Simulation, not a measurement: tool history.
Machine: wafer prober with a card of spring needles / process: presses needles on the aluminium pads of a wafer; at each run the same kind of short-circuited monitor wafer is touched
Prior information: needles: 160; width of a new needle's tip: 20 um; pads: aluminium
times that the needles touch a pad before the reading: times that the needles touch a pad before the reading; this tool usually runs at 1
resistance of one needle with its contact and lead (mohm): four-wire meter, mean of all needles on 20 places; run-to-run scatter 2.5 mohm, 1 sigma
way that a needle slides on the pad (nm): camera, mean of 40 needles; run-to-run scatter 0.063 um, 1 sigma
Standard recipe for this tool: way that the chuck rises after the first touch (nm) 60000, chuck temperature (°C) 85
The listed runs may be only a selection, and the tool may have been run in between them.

run	hour	way that the chuck rises after the first touch (nm)	chuck temperature (°C)	times that the needles touch a pad before the reading	resistance of one needle with its contact and lead (mohm)	way that a needle slides on the pad (nm)
1	0	60000	85	1	462	11320
# hour 1.2: tips cleaned on abrasive film
# hour 5: tips cleaned on abrasive film
# hour 8.7: tips cleaned on abrasive film
2	9.4	60000	85	2	337	11160
# hour 12.8: tips cleaned on abrasive film
3	13.5	60000	85	1	368	11220
# hour 16.3: tips cleaned on abrasive film
4	18.6	60000	85	1	462	11240
# hour 20.1: tips cleaned on abrasive film
# hour 24.1: tips cleaned on abrasive film
# hour 27.9: tips cleaned on abrasive film
5	28	60000	85	1	320	11100
# hour 31.6: tips cleaned on abrasive film
# hour 35.5: tips cleaned on abrasive film
6	37.8	60000	85	1	457	11160
# hour 39.2: tips cleaned on abrasive film
# hour 42.8: tips cleaned on abrasive film
# hour 46.8: tips cleaned on abrasive film
7	47.6	60000	85	1	380	10990
# hour 50.7: tips cleaned on abrasive film
# hour 54.2: tips cleaned on abrasive film
8	56.7	60000	85	1	479	10980
# hour 58.1: tips cleaned on abrasive film
9	61.2	60000	85	1	513	11050
# hour 62.2: tips cleaned on abrasive film
# hour 65.6: tips cleaned on abrasive film
10	67.3	60000	85	1	441	10880
# hour 69.4: tips cleaned on abrasive film
# hour 73.1: tips cleaned on abrasive film
# hour 76.6: tips cleaned on abrasive film
11	76.7	60000	85	1	322	10900
# hour 80.3: tips cleaned on abrasive film
12	82.8	60000	85	1	501	10810
# hour 83.8: tips cleaned on abrasive film
# hour 87.4: tips cleaned on abrasive film
13	87.8	60000	85	1	356	10800
# hour 91: tips cleaned on abrasive film
14	92.1	60000	85	1	422	10780
# hour 94.7: tips cleaned on abrasive film
# hour 98.7: tips cleaned on abrasive film
15	99.2	61000	85	1	368	10960
# hour 102.8: tips cleaned on abrasive film
# hour 106.8: tips cleaned on abrasive film
16	107	61000	85	1	336	10950
# hour 110.3: tips cleaned on abrasive film
17	112.8	61000	85	1	490	10860
# hour 113.8: tips cleaned on abrasive film
# hour 117.6: tips cleaned on abrasive film
# hour 121.4: tips cleaned on abrasive film
18	121.4	43000	85	2	333	7360
# hour 124.9: tips cleaned on abrasive film
# hour 125.2: height of the first contact set anew
# hour 128.7: tips cleaned on abrasive film
19	129.3	71000	85	1	346	13670
# hour 132.1: tips cleaned on abrasive film
# hour 136: tips cleaned on abrasive film
20	139.1	71000	85	1	444	13650
# hour 140.1: tips cleaned on abrasive film
# hour 143.9: tips cleaned on abrasive film
21	145.9	67000	85	2	376	12740

What does the tool deliver on the next run?
# hour 147.8: tips cleaned on abrasive film
# hour 151.3: tips cleaned on abrasive film
22	153.2	45000	85	1	?	?

For run 22 the tool returned resistance of one needle with its contact and lead (mohm) 592, way that a needle slides on the pad (nm) 8580.
Without the tool's hidden state the same run would have given resistance of one needle with its contact and lead (mohm) 303, way that a needle slides on the pad (nm) 8730.
